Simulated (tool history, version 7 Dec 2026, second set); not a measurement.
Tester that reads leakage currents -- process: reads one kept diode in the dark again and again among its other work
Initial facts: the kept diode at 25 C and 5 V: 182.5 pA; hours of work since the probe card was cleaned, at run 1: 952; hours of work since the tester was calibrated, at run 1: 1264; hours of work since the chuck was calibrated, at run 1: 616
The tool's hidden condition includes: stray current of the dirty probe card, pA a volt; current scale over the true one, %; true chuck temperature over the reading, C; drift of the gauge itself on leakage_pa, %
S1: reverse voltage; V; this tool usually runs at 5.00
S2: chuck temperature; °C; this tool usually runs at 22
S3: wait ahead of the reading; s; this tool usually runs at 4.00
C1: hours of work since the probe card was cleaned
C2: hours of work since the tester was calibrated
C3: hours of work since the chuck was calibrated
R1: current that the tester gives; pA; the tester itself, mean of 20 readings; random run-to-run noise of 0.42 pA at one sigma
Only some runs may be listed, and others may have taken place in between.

run,day,S1,S2,S3,C1,C2,C3,R1
1,0.000,5.00,22,4.00,952,1264,616,125.73
2,1.429,5.00,22,4.00,976,1289,641,125.15
3,2.388,5.00,52,4.00,993,1305,657,1422.73
4,3.725,5.00,42,4.00,1016,1329,680,662.43
5,5.471,5.00,22,1.09,1046,1359,711,124.34
6,6.833,5.00,28,4.00,1070,1383,734,206.66
7,7.717,5.00,28,4.00,1085,1398,750,205.78
8,9.417,7.18,22,0.37,1115,1427,779,142.85
9,10.458,7.05,27,8.80,1133,1445,797,211.10
10,11.883,9.05,22,0.51,1157,1470,822,153.41
11,12.658,9.05,24,0.51,1171,1483,835,180.88
12,14.367,1.46,36,7.48,1201,1513,865,264.48
13,15.788,1.46,36,7.48,1225,1538,889,263.70
# day 16.754: chuck's temperature calibrated
14,17.529,3.46,36,7.48,1254,1566,13,416.42

Below are 4 alternative next runs, each starting from the tool's condition after run 14. Predict each:
A,18.817,11.26,47,1.29,1276,1589,36,?
B,18.817,1.68,36,3.80,1276,1589,36,?
C,18.817,1.33,40,2.37,1276,1589,36,?
D,18.817,3.46,36,0.85,1276,1589,36,?

run,R1
A,1435.13
B,330.41
C,420.11
D,415.91
What these runs would have given with no unlogged condition in the tool:
run,R1
A,1432.00
B,330.69
C,421.28
D,414.87

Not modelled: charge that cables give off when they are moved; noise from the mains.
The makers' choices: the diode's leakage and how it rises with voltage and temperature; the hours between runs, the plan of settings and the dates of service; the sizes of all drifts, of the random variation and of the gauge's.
